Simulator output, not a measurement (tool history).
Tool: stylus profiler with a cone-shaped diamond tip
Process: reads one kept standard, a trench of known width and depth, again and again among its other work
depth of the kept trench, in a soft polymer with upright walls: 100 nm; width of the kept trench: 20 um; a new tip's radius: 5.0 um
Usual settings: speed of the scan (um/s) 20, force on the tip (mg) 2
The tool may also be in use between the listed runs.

run	hour	speed of the scan (um/s)	force on the tip (mg)	depth of the trench (nm)	width of the trench's floor (µm)
1	0	20	2	101.43	17.83
2	41.3	20	2	101.4	17.84
3	80.7	20	2	101.35	17.85
4	100.7	20	3.68	102.01	17.88
5	132.7	20	3.68	101.83	17.83
6	159.7	20	3.68	101.84	17.85
7	200.2	20	3.68	101.84	17.86
8	243.7	8	3.68	101.89	17.88
9	261.8	8	3.68	101.83	17.88
10	296.5	8	3.68	101.81	17.87
11	337.2	8	3.68	102.01	17.85
12	355.9	8	3.68	101.92	17.82
13	376.3	8	3.68	102.04	17.84
14	411.4	20	2	101.46	17.77
15	454.4	15	2	101.33	17.82
16	479.1	17	2	101.45	17.84
17	521.7	28	2	101.44	17.74
18	543.1	28	2	101.49	17.74
19	576.4	6	3.26	102.12	17.84
20	612.6	60	3.32	101.98	17.68
21	653	31	2.23	101.71	17.73
22	689.8	31	2.23	101.68	17.71
23	723.3	31	2.23	101.61	17.74
24	764.3	31	2.23	101.83	17.73
25	791.2	63	1.25	101.42	17.55
26	821.3	63	1.25	101.21	17.54
27	845	10	2.53	101.68	17.77
28	874.6	52	4.53	102.36	17.67
29	895.1	52	1.38	101.44	17.55
30	927.2	52	1.38	101.35	17.59

Forecast each of these 5 alternatives for the next run:
A	955.6	8	1.38	?	?
B	955.6	20	5.39	?	?
C	955.6	24	3.67	?	?
D	955.6	25	4.35	?	?
E	955.6	10	1.46	?	?

run	depth of the trench (nm)	width of the trench's floor (µm)
A	101.4	17.74
B	102.66	17.77
C	102.21	17.71
D	102.34	17.71
E	101.42	17.76
Without the tool's hidden state the same runs would have given:
run	depth of the trench (nm)	width of the trench's floor (µm)
A	100.75	17.94
B	101.99	17.98
C	101.54	17.91
D	101.67	17.92
E	100.76	17.96
